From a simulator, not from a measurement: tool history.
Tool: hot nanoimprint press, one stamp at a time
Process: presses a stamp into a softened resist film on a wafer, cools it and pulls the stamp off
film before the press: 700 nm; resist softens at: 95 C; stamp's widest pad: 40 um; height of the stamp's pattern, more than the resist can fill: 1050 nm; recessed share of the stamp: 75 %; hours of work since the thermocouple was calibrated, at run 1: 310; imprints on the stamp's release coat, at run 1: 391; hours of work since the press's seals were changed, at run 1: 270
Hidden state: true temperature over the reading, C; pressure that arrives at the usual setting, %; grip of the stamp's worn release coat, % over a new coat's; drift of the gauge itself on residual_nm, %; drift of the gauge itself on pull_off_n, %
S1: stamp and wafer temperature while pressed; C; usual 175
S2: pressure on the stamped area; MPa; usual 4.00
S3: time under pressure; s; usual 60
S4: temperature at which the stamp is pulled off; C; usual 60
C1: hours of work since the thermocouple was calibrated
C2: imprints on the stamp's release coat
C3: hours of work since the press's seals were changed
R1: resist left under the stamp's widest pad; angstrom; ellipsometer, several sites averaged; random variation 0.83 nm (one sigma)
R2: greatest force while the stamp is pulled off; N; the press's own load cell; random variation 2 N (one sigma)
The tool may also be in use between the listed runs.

run 1 hour=0.0 | S1=175 S2=4.00 S3=60 S4=60 | C1=310 C2=391 C3=270 | R1=3687 R2=197
run 2 hour=35.8 | S1=175 S2=4.00 S3=60 S4=60 | C1=325 C2=499 C3=285 | R1=3686 R2=195
-- hour=96.4 plate thermocouple calibrated
run 3 hour=107.3 | S1=175 S2=4.00 S3=60 S4=50 | C1=5 C2=705 C3=314 | R1=3716 R2=220
run 4 hour=145.3 | S1=186 S2=4.00 S3=60 S4=60 | C1=21 C2=819 C3=330 | R1=2376 R2=194
run 5 hour=201.3 | S1=186 S2=4.00 S3=60 S4=60 | C1=44 C2=988 C3=353 | R1=2383 R2=199
run 6 hour=247.9 | S1=186 S2=4.00 S3=60 S4=60 | C1=64 C2=1128 C3=373 | R1=2386 R2=195
run 7 hour=317.9 | S1=175 S2=4.00 S3=60 S4=60 | C1=93 C2=1339 C3=402 | R1=3727 R2=193
run 8 hour=373.0 | S1=175 S2=4.00 S3=60 S4=60 | C1=116 C2=1505 C3=425 | R1=3716 R2=193
run 9 hour=416.5 | S1=175 S2=4.00 S3=60 S4=60 | C1=134 C2=1636 C3=443 | R1=3729 R2=196
-- hour=447.7 stamp cleaned and given a new release coat
run 10 hour=495.1 | S1=175 S2=4.00 S3=60 S4=60 | C1=165 C2=142 C3=474 | R1=3733 R2=193
run 11 hour=561.2 | S1=175 S2=4.00 S3=60 S4=60 | C1=192 C2=341 C3=502 | R1=3736 R2=193
run 12 hour=600.8 | S1=175 S2=4.00 S3=60 S4=60 | C1=209 C2=460 C3=518 | R1=3721 R2=197
run 13 hour=663.1 | S1=175 S2=4.00 S3=60 S4=60 | C1=235 C2=648 C3=544 | R1=3721 R2=197
run 14 hour=726.6 | S1=172 S2=4.00 S3=60 S4=60 | C1=262 C2=839 C3=571 | R1=4196 R2=195
run 15 hour=779.3 | S1=172 S2=4.00 S3=60 S4=50 | C1=284 C2=998 C3=593 | R1=4196 R2=219
run 16 hour=847.9 | S1=172 S2=4.00 S3=60 S4=50 | C1=313 C2=1204 C3=622 | R1=4199 R2=219
run 17 hour=892.8 | S1=172 S2=4.00 S3=60 S4=50 | C1=331 C2=1340 C3=641 | R1=4209 R2=217
-- hour=936.9 plate thermocouple calibrated
run 18 hour=936.9 | S1=176 S2=4.00 S3=59 S4=60 | C1=0 C2=1463 C3=658 | R1=3626 R2=195
run 19 hour=968.9 | S1=176 S2=4.00 S3=59 S4=60 | C1=13 C2=1560 C3=671 | R1=3611 R2=191
-- hour=1022.7 stamp cleaned and given a new release coat
run 20 hour=1028.7 | S1=175 S2=5.36 S3=60 S4=53 | C1=36 C2=19 C3=694 | R1=3260 R2=211
run 21 hour=1073.5 | S1=175 S2=3.89 S3=83 S4=64 | C1=55 C2=153 C3=713 | R1=3421 R2=184
run 22 hour=1129.8 | S1=184 S2=5.01 S3=45 S4=48 | C1=78 C2=323 C3=736 | R1=2584 R2=220
run 23 hour=1177.5 | S1=184 S2=5.01 S3=115 S4=48 | C1=98 C2=467 C3=756 | R1=1793 R2=221
-- hour=1196.4 press's hydraulic seals changed and the load cell set to zero
run 24 hour=1253.6 | S1=175 S2=4.00 S3=47 S4=48 | C1=127 C2=671 C3=24 | R1=4079 R2=222
run 25 hour=1301.5 | S1=175 S2=4.00 S3=47 S4=48 | C1=147 C2=816 C3=44 | R1=4068 R2=220
-- hour=1320.2 gauge calibrated
run 26 hour=1332.1 | S1=175 S2=4.00 S3=47 S4=48 | C1=160 C2=908 C3=57 | R1=3988 R2=224
run 27 hour=1389.1 | S1=175 S2=3.69 S3=40 S4=51 | C1=184 C2=1079 C3=81 | R1=4323 R2=211
run 28 hour=1453.7 | S1=175 S2=3.69 S3=51 S4=45 | C1=211 C2=1274 C3=108 | R1=4040 R2=230
run 29 hour=1483.9 | S1=175 S2=3.69 S3=51 S4=45 | C1=223 C2=1365 C3=121 | R1=4042 R2=227
run 30 hour=1541.8 | S1=183 S2=4.93 S3=103 S4=55 | C1=248 C2=1539 C3=145 | R1=1946 R2=209
-- hour=1601.7 stamp cleaned and given a new release coat
run 31 hour=1601.7 | S1=184 S2=4.93 S3=37 S4=59 | C1=270 C2=0 C3=167 | R1=2749 R2=198

Forecast each of these 3 alternatives for the next run:
run A hour=1652.1 | S1=173 S2=4.93 S3=37 S4=63 | C1=291 C2=152 C3=189 | R1=? R2=?
run B hour=1652.1 | S1=184 S2=5.53 S3=37 S4=59 | C1=291 C2=152 C3=189 | R1=? R2=?
run C hour=1652.1 | S1=164 S2=5.77 S3=104 S4=60 | C1=291 C2=152 C3=189 | R1=? R2=?

run=A R1=4240 R2=190
run=B R1=2590 R2=198
run=C R1=4182 R2=196
Without the tool's hidden state the same runs would have given:
run=A R1=4223 R2=190
run=B R1=2580 R2=198
run=C R1=4166 R2=196
